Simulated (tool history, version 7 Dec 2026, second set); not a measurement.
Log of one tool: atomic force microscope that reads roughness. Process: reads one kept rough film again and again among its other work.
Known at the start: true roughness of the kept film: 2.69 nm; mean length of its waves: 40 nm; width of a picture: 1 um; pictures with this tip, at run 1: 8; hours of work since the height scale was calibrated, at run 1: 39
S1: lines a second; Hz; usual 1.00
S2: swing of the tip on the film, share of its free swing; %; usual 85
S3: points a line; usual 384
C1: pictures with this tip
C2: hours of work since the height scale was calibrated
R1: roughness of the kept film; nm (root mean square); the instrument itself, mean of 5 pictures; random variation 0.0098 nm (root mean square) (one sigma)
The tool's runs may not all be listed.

Run 1, hour 0.0: usual settings; C1 8; C2 39. Result: R1 2.192 nm (root mean square).
Run 2, hour 15.7: usual settings but S2 83 %; C1 34; C2 47. Result: R1 2.192 nm (root mean square).
Run 3, hour 33.0: usual settings but S2 83 %; C1 62; C2 57. Result: R1 2.122 nm (root mean square).
Run 4, hour 53.4: usual settings but S2 83 %; C1 94; C2 69. Result: R1 2.097 nm (root mean square).
Run 5, hour 69.5: usual settings but S2 83 %; C1 120; C2 78. Result: R1 2.052 nm (root mean square).
Run 6, hour 93.7: usual settings but S1 1.17 Hz, S2 83 %; C1 159; C2 91. Result: R1 1.951 nm (root mean square).
At hour 117.0: new tip fitted.
Run 7, hour 117.0: usual settings but S1 1.17 Hz, S2 83 %; C1 0; C2 104. Result: R1 2.197 nm (root mean square).
Run 8, hour 138.8: usual settings but S1 1.17 Hz, S2 83 %; C1 35; C2 117. Result: R1 2.137 nm (root mean square).
At hour 142.2: height scale calibrated on a step standard.
Run 9, hour 159.9: usual settings but S1 1.17 Hz, S2 83 %; C1 68; C2 10. Result: R1 2.080 nm (root mean square).
Run 10, hour 172.2: usual settings but S1 1.17 Hz, S2 84 %; C1 88; C2 17. Result: R1 2.056 nm (root mean square).
Run 11, hour 183.0: usual settings but S1 1.17 Hz, S2 84 %; C1 105; C2 23. Result: R1 1.999 nm (root mean square).
Run 12, hour 206.1: usual settings but S1 1.13 Hz, S2 74 %, S3 321; C1 142; C2 36. Result: R1 2.055 nm (root mean square).
Run 13, hour 230.8: usual settings but S1 1.74 Hz, S2 86 %, S3 613; C1 182; C2 50. Result: R1 1.767 nm (root mean square).
At hour 240.9: new tip fitted.
Run 14, hour 245.1: usual settings but S1 1.90 Hz, S2 57 %, S3 832; C1 7; C2 58. Result: R1 2.366 nm (root mean square).
Run 15, hour 269.3: usual settings but S1 1.20 Hz, S2 61 %, S3 432; C1 46; C2 72. Result: R1 2.319 nm (root mean square).
At hour 272.7: height scale calibrated on a step standard, once more.
Run 16, hour 282.3: usual settings but S1 0.92 Hz, S3 762; C1 66; C2 5. Result: R1 2.125 nm (root mean square).
Run 17, hour 299.1: usual settings but S1 0.92 Hz, S2 76 %, S3 762; C1 93; C2 15. Result: R1 2.157 nm (root mean square).
Run 18, hour 322.6: usual settings but S1 0.92 Hz, S2 76 %, S3 762; C1 131; C2 28. Result: R1 2.113 nm (root mean square).
Run 19, hour 337.0: usual settings but S1 0.65 Hz, S2 87 %, S3 301; C1 154; C2 36. Result: R1 2.031 nm (root mean square).
Run 20, hour 360.5: usual settings but S1 1.19 Hz, S2 87 %, S3 301; C1 192; C2 50. Result: R1 1.838 nm (root mean square).
At hour 364.5: new tip fitted.
Run 21, hour 378.1: usual settings but S2 68 %, S3 634; C1 22; C2 59. Result: R1 2.364 nm (root mean square).

Hidden state at the last listed run before each entry between runs and at the first one after, where it differs:
Between runs 6 and 7: new tip fitted (hour 117.0)
  radius of the tip, nm: 31.9 -> 10.2; height scale over the true one, %: -0.06 -> -0.08
  measured less the result without the state, R1: -0.269 -> -0.004 nm (root mean square)
Between runs 8 and 9: height scale calibrated on a step standard (hour 142.2)
  radius of the tip, nm: 15 -> 19.6; height scale over the true one, %: -0.09 -> -0.12
  measured less the result without the state, R1: -0.069 -> -0.128 nm (root mean square)
Between runs 13 and 14: new tip fitted (hour 240.9)
  radius of the tip, nm: 35.2 -> 11.5; height scale over the true one, %: -0.16 -> -0.17
  measured less the result without the state, R1: -0.281 -> -0.026 nm (root mean square)
Between runs 15 and 16: height scale calibrated on a step standard, once more (hour 272.7)
  radius of the tip, nm: 16.7 -> 19.4; height scale over the true one, %: -0.18 -> -0.16
  measured less the result without the state, R1: -0.101 -> -0.129 nm (root mean square)
Between runs 20 and 21: new tip fitted (hour 364.5)
  radius of the tip, nm: 35.7 -> 12.8; height scale over the true one, %: -0.21 -> -0.22
  measured less the result without the state, R1: -0.299 -> -0.046 nm (root mean square)
